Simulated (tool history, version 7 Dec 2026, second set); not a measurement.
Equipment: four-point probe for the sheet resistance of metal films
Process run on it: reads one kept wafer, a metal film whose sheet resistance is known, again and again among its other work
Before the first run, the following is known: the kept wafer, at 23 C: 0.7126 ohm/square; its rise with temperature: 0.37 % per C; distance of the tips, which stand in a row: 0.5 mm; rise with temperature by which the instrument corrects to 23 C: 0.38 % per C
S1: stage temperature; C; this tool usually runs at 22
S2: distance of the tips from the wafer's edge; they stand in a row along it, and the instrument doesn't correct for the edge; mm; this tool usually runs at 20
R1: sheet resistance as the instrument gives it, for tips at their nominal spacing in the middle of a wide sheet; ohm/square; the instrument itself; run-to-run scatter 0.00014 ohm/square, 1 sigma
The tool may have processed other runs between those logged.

run 1 hour=0 | S1=22 S2=20 | R1=0.715335
run 2 hour=62.6 | S1=22 S2=20 | R1=0.715229
run 3 hour=142 | S1=22 S2=20 | R1=0.715333
run 4 hour=241.7 | S1=22 S2=20 | R1=0.715347
run 5 hour=324.8 | S1=22 S2=20 | R1=0.715481
run 6 hour=404.1 | S1=22 S2=20 | R1=0.715643
run 7 hour=503 | S1=22 S2=20 | R1=0.715727
run 8 hour=585.6 | S1=32 S2=20 | R1=0.714816
run 9 hour=634.8 | S1=22 S2=72 | R1=0.715332
run 10 hour=688.3 | S1=22 S2=72 | R1=0.715885
run 11 hour=789.4 | S1=22 S2=72 | R1=0.715975
run 12 hour=858.4 | S1=22 S2=72 | R1=0.715723
run 13 hour=917.1 | S1=22 S2=72 | R1=0.715978
run 14 hour=1000.5 | S1=22 S2=72 | R1=0.715794
-- hour=1017.1 stage's thermometer calibrated
run 15 hour=1065.3 | S1=22 S2=13 | R1=0.71726
run 16 hour=1144.1 | S1=22 S2=13 | R1=0.717555
-- hour=1172.6 stage's thermometer calibrated, once more
run 17 hour=1212.7 | S1=27 S2=30 | R1=0.713479
run 18 hour=1258.6 | S1=22 S2=6 | R1=0.716587
run 19 hour=1327.3 | S1=23 S2=18 | R1=0.714223
run 20 hour=1375.4 | S1=25 S2=20 | R1=0.713988
run 21 hour=1471.8 | S1=24 S2=17 | R1=0.714454
run 22 hour=1534.5 | S1=19 S2=37 | R1=0.714805
run 23 hour=1620.2 | S1=25 S2=45 | R1=0.713837
run 24 hour=1664.7 | S1=19 S2=35 | R1=0.714609
run 25 hour=1716.7 | S1=24 S2=20 | R1=0.714532
run 26 hour=1762.3 | S1=35 S2=6 | R1=0.716195
run 27 hour=1807.2 | S1=35 S2=6 | R1=0.71609
run 28 hour=1870.3 | S1=32 S2=22 | R1=0.713964
run 29 hour=1957 | S1=32 S2=22 | R1=0.713937

Subtracting, for every run, the result it would have given without the tool's unlogged condition from the measured result gives the following. The same run-to-run variation enters both numbers; the gauge's scatter may not:
The hidden state here: inner tips' distance over the nominal, %; tips' flats over new ones', %; wafer's true temperature over the reading, C; drift of the gauge itself on sheet_ohm, %.
run=1 R1=+0.002255
run=2 R1=+0.002322
run=3 R1=+0.002406
run=4 R1=+0.00251
run=5 R1=+0.0026
run=6 R1=+0.002689
run=7 R1=+0.002793
run=8 R1=+0.002809
run=9 R1=+0.002934
run=10 R1=+0.002994
run=11 R1=+0.003096
run=12 R1=+0.003173
run=13 R1=+0.003234
run=14 R1=+0.003322
run=15 R1=+0.004096
run=16 R1=+0.00418
run=17 R1=+0.001214
run=18 R1=+0.001268
run=19 R1=+0.001335
run=20 R1=+0.001384
run=21 R1=+0.001487
run=22 R1=+0.001563
run=23 R1=+0.001642
run=24 R1=+0.001699
run=25 R1=+0.001745
run=26 R1=+0.001786
run=27 R1=+0.001833
run=28 R1=+0.001897
run=29 R1=+0.00199

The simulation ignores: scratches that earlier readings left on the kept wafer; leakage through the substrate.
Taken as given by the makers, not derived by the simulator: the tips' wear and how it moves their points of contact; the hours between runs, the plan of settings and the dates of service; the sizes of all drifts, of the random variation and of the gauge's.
